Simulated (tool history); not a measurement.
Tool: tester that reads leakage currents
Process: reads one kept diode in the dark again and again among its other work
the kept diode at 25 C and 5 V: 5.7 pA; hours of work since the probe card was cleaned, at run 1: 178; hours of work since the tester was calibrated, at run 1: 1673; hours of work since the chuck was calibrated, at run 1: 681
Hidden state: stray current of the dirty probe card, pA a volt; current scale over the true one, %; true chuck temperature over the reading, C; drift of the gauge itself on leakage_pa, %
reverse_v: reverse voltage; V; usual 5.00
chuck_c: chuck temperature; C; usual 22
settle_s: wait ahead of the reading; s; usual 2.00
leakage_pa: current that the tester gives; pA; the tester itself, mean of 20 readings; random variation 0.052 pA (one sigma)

run      day  reverse_v  chuck_c  settle_s  hours of work since the probe card was cleaned  hours of work since the tester was calibrated  hours of work since the chuck was calibrated  leakage_pa
  1    0.000       5.00       22      2.00                                             178                                           1673                                           681        4.94
  2    3.642       5.00       41      2.00                                             214                                           1709                                           718       25.21
  3    6.054       5.00       41      2.00                                             238                                           1734                                           742       25.31
  4    8.379       5.00       22      2.00                                             262                                           1757                                           765        4.87
  5   11.283       5.00       56      2.00                                             291                                           1786                                           794       86.42
  6   14.500       5.00       22      2.00                                             323                                           1818                                           827        5.11
  7   18.267       5.00       22      2.00                                             361                                           1856                                           864        5.08
  8   20.404       5.00       22      2.00                                             382                                           1877                                           886        5.07
  9   24.946       5.00       22      2.00                                             428                                           1923                                           931        5.10
 10   27.842       5.00       22      2.00                                             457                                           1952                                           960        5.11
 11   32.192       5.00       22      2.00                                             500                                           1996                                          1004        5.17
 12   34.850       5.00       22      2.00                                             527                                           2022                                          1031        5.23
 13   37.854       5.00       22      2.00                                             557                                           2052                                          1061        5.19
 14   42.217       5.00       22      2.00                                             601                                           2096                                          1104        5.28
 15   44.462       5.00       22      9.71                                             623                                           2119                                          1127        5.04
 16   48.954       5.00       22      9.71                                             668                                           2164                                          1172        5.13
 17   52.896       5.00       22      9.71                                             708                                           2203                                          1212        5.13
 18   55.362       5.00       37      2.00                                             733                                           2228                                          1236       18.95
 19   57.671       5.00       23      2.00                                             756                                           2251                                          1259        5.77
 20   60.446       5.00       23      2.00                                             784                                           2279                                          1287        5.83
 21   63.488       1.24       42      2.00                                             814                                           2309                                          1318       17.18
 22   65.958       1.24       39      2.00                                             839                                           2334                                          1342       13.35
 23   68.392       1.24       39      2.00                                             863                                           2358                                          1367       13.34
 24   72.525       1.24       39      2.00                                             905                                           2400                                          1408       13.33
 25   76.954       4.43       22      0.32                                             949                                           2444                                          1453        6.93
 26   81.700       4.43       22      0.32                                             997                                           2492                                          1500        7.00
 27   84.117       2.78       50      8.03                                            1021                                           2516                                          1524       44.62
 28   86.175       2.78       50      8.03                                            1041                                           2537                                          1545       44.77
 29   90.996      11.75       22      0.89                                            1090                                           2585                                          1593        9.91
 30   93.383       4.24       48      0.89                                            1114                                           2609                                          1617       45.27
 31   97.454       5.00       48      0.33                                            1154                                           2650                                          1658       49.69
 32  101.217       3.29       23      1.40                                            1192                                           2687                                          1696        5.16
 33  104.062       3.29       23      1.40                                            1221                                           2716                                          1724        5.25
 34  106.762       5.00       22      4.35                                            1248                                           2743                                          1751        5.57
 35  109.062       5.00       22      4.35                                            1271                                           2766                                          1774        5.66
 36  111.888       5.00       22      4.35                                            1299                                           2794                                          1803        5.83

Forecast run 37:
 37  115.292       8.36       55      1.13                                            1333                                           2828                                          1837           ?

{"run 37": {"leakage_pa": 102.09}}
Without the tool's hidden state the same run would have given leakage_pa 95.16 pA.
